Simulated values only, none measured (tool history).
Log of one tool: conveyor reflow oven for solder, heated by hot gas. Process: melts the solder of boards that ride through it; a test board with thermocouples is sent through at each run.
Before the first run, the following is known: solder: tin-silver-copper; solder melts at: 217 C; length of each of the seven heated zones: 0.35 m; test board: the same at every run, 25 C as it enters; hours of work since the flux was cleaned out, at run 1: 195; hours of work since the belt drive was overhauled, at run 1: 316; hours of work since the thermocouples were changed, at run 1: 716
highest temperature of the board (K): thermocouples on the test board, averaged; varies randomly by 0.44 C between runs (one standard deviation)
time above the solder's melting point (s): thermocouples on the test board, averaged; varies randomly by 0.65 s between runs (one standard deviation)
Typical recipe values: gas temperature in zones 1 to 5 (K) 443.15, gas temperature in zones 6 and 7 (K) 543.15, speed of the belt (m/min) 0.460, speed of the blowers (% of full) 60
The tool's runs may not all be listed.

run   hour  gas temperature in zones 1 to 5 (K)  gas temperature in zones 6 and 7 (K)  speed of the belt (m/min)  speed of the blowers (% of full)  hours of work since the flux was cleaned out  hours of work since the belt drive was overhauled  hours of work since the thermocouples were changed  highest temperature of the board (K)  time above the solder's melting point (s)
  1    0.0                               443.15                                543.15                      0.460                                60                                           195                                                316                                                 716                                528.45                                       71.5
  2    6.7                               443.15                                543.15                      0.460                                60                                           199                                                321                                                 720                                527.95                                       70.1
  3   16.4                               443.15                                543.15                      0.460                                60                                           206                                                327                                                 727                                528.95                                       70.0
  4   27.7                               443.15                                543.15                      0.460                                60                                           213                                                335                                                 734                                529.15                                       71.0
  5   36.7                               443.15                                543.15                      0.460                                60                                           219                                                340                                                 740                                529.45                                       71.6
  6   43.3                               443.15                                543.15                      0.460                                60                                           223                                                345                                                 744                                528.75                                       70.2
      56.8  -- flux residue cleaned out of gas plates and filters
  7   60.5                               443.15                                543.15                      0.460                                60                                             2                                                353                                                 752                                529.55                                       70.6
  8   71.6                               443.15                                543.15                      0.460                                60                                            10                                                360                                                 759                                529.05                                       71.0
  9   78.9                               443.15                                543.15                      0.460                                60                                            14                                                365                                                 764                                529.15                                       71.1
 10   90.4                               443.15                                543.15                      0.460                                60                                            22                                                372                                                 771                                528.55                                       71.1
 11  100.5                               443.15                                543.15                      0.460                                60                                            28                                                379                                                 778                                528.85                                       70.1
 12  108.2                               443.15                                543.15                      0.460                                60                                            33                                                384                                                 783                                529.55                                       70.2
 13  115.6                               443.15                                543.15                      0.460                                73                                            38                                                389                                                 788                                532.65                                       73.0
 14  125.3                               443.15                                543.15                      0.460                                62                                            45                                                395                                                 794                                529.35                                       71.0
 15  131.8                               443.15                                543.15                      0.460                                62                                            49                                                399                                                 798                                530.15                                       70.8
 16  137.7                               443.15                                550.15                      0.460                                54                                            53                                                403                                                 802                                533.45                                       73.4
 17  145.6                               439.15                                550.15                      0.460                                62                                            58                                                408                                                 807                                535.35                                       73.9
 18  155.1                               439.15                                550.15                      0.458                                62                                            64                                                414                                                 814                                534.95                                       74.5
 19  165.2                               439.15                                550.15                      0.458                                52                                            71                                                421                                                 820                                531.85                                       70.7
 20  176.9                               439.15                                550.15                      0.458                                60                                            78                                                428                                                 828                                534.65                                       74.7
 21  186.3                               439.15                                550.15                      0.458                                60                                            84                                                435                                                 834                                535.15                                       72.6
 22  194.9                               445.15                                547.15                      0.513                                66                                            90                                                440                                                 840                                530.85                                       63.7
 23  200.5                               445.15                                547.15                      0.513                                66                                            94                                                444                                                 843                                530.45                                       65.6
 24  212.2                               431.15                                539.15                      0.513                                62                                           101                                                451                                                 851                                520.65                                       51.8
 25  218.8                               443.15                                543.15                      0.373                                60                                           106                                                456                                                 855                                533.95                                       94.5
 26  224.4                               431.15                                547.15                      0.527                                60                                           109                                                459                                                 859                                525.65                                       53.7
 27  234.7                               455.15                                540.15                      0.482                                77                                           116                                                466                                                 866                                530.95                                       71.7
 28  246.1                               442.15                                542.15                      0.392                                77                                           123                                                474                                                 873                                535.35                                       89.8
 29  254.8                               451.15                                542.15                      0.536                                77                                           129                                                479                                                 879                                528.65                                       63.0
 30  262.5                               443.15                                558.15                      0.460                                67                                           134                                                484                                                 884                                544.35                                       79.7

For each entry between runs, how does the tool's hidden state at the last listed run before it compare with that at the first listed run after it?
Between runs 6 and 7: flux residue cleaned out of gas plates and filters (hour 56.8)
  heat that the gas passes to the board, % of a clean oven's: 99.1 -> 100
